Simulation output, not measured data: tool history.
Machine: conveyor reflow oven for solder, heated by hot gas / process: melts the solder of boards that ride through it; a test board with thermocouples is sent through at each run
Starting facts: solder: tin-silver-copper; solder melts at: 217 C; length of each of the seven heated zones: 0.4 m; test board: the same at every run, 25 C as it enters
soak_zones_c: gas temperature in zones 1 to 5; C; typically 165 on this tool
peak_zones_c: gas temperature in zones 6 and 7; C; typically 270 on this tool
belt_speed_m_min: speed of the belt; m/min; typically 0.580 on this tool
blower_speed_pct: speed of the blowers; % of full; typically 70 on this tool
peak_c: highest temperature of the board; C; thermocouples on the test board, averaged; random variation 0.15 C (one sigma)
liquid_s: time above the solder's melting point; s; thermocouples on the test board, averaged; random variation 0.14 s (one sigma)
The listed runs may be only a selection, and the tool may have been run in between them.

| run | hour | soak_zones_c | peak_zones_c | belt_speed_m_min | blower_speed_pct | peak_c | liquid_s |
|---|---|---|---|---|---|---|---|
| 1 | 0.0 | 165 | 270 | 0.580 | 70 | 250.8 | 57.1 |
| 2 | 8.1 | 165 | 270 | 0.580 | 70 | 250.9 | 56.7 |
| 3 | 19.4 | 165 | 270 | 0.580 | 69 | 250.7 | 56.5 |
| 4 | 30.9 | 165 | 270 | 0.510 | 70 | 255.1 | 70.1 |
| 5 | 40.2 | 165 | 270 | 0.510 | 70 | 255.2 | 70.0 |
| 6 | 55.6 | 165 | 270 | 0.580 | 72 | 251.5 | 57.6 |
| 7 | 63.6 | 165 | 270 | 0.580 | 72 | 251.6 | 57.9 |
| 8 | 69.8 | 165 | 270 | 0.580 | 72 | 251.5 | 57.9 |
| 9 | 78.2 | 165 | 270 | 0.471 | 70 | 257.5 | 78.4 |
| 10 | 87.2 | 165 | 270 | 0.580 | 60 | 246.9 | 52.8 |
| 11 | 95.3 | 165 | 270 | 0.580 | 60 | 247.1 | 52.6 |
| 12 | 103.4 | 165 | 270 | 0.580 | 60 | 247.0 | 52.7 |
| 13 | 108.3 | 165 | 270 | 0.511 | 70 | 255.3 | 69.8 |
| 14 | 117.2 | 173 | 270 | 0.498 | 55 | 252.4 | 71.2 |
| 15 | 121.9 | 178 | 263 | 0.514 | 55 | 246.2 | 65.3 |
| 16 | 127.7 | 178 | 263 | 0.514 | 55 | 246.2 | 65.1 |
| 17 | 135.8 | 178 | 263 | 0.514 | 55 | 246.4 | 65.1 |
| 18 | 141.0 | 165 | 261 | 0.527 | 70 | 246.1 | 59.7 |
| 19 | 151.7 | 165 | 270 | 0.580 | 89 | 255.9 | 62.6 |
| 20 | 162.9 | 165 | 270 | 0.613 | 89 | 254.2 | 57.5 |
| 21 | 172.5 | 165 | 270 | 0.613 | 89 | 254.2 | 57.3 |
| 22 | 182.9 | 165 | 270 | 0.613 | 89 | 254.5 | 57.2 |
| 23 | 187.7 | 150 | 265 | 0.613 | 89 | 247.5 | 48.1 |
| 24 | 193.4 | 176 | 259 | 0.658 | 69 | 239.1 | 42.4 |
| 25 | 201.0 | 165 | 270 | 0.580 | 57 | 245.9 | 51.1 |
| 26 | 208.3 | 165 | 270 | 0.580 | 57 | 246.0 | 51.2 |

Not shown here: 1 entry made in the log between runs. Locate each between two listed runs and compare the hidden state at the listed run before it with the hidden state at the listed run after it:
Run 5 -> run 6: flux residue cleaned out of gas plates and filters (hour 50.5)
  heat that the gas passes to the board, % of a clean oven's: 99.7 -> 100
